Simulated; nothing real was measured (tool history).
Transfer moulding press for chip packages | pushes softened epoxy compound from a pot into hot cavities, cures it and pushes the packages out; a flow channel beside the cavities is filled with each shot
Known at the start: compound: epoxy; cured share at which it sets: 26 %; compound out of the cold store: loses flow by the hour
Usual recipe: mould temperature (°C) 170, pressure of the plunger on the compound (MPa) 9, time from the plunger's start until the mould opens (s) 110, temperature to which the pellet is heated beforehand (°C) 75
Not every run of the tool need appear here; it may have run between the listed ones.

run,hour,mould temperature (°C),pressure of the plunger on the compound (MPa),time from the plunger's start until the mould opens (s),temperature to which the pellet is heated beforehand (°C),incoming compound's hours out of the cold store,length that the compound runs in the flow channel (mm),greatest force on the pins that push the packages out (N)
1,0,170,9,110,75,28.8,768,453
# hour 55.5: cavities cleaned with cleaning compound and waxed
2,58.4,170,9,110,75,30.6,765,471
3,120.8,170,9,110,75,34.4,748,424
# hour 161.5: cavities cleaned with cleaning compound and waxed
4,204.7,170,9,94,75,29,760,623
# hour 265.5: cavities cleaned with cleaning compound and waxed
5,283.8,170,9,94,75,25,796,593
6,349.2,170,9,135,75,27.9,764,412
# hour 369.5: cavities cleaned with cleaning compound and waxed
# hour 378.6: plunger's sealing rings changed
7,431.4,170,9,110,75,41.8,709,474
# hour 476.5: cavities cleaned with cleaning compound and waxed
8,508.6,170,9,110,75,34.6,737,458
9,551.8,170,9,110,75,35,736,456
# hour 580.8: cavities cleaned with cleaning compound and waxed
# hour 597.8: mould's thermocouples calibrated
10,624.7,170,9,110,75,15.1,851,451
# hour 686.7: cavities cleaned with cleaning compound and waxed
11,716.4,170,9,110,75,33.2,750,460
12,759.7,170,9,110,75,37.2,734,448
# hour 792.9: cavities cleaned with cleaning compound and waxed
13,827.4,173,9,110,75,40.3,696,417
# hour 899.2: cavities cleaned with cleaning compound and waxed
14,913.1,173,9,110,75,40.9,695,413
# hour 1000.3: cavities cleaned with cleaning compound and waxed
15,1002,173,7.28,110,75,39,639,433
# hour 1036: plunger's sealing rings changed
16,1093.8,173,7.28,130,77,35.8,656,432
# hour 1107.9: cavities cleaned with cleaning compound and waxed
17,1133.8,170,9.5,115,75,44.3,716,441

Forecast run 18:
18,1202.3,170,9.5,115,75,28,?,?

For run 18 the tool returned length that the compound runs in the flow channel (mm) 800, greatest force on the pins that push the packages out (N) 431.
If the tool had no hidden condition, the same run with the same run-to-run variation would have returned length that the compound runs in the flow channel (mm) 800, greatest force on the pins that push the packages out (N) 424.
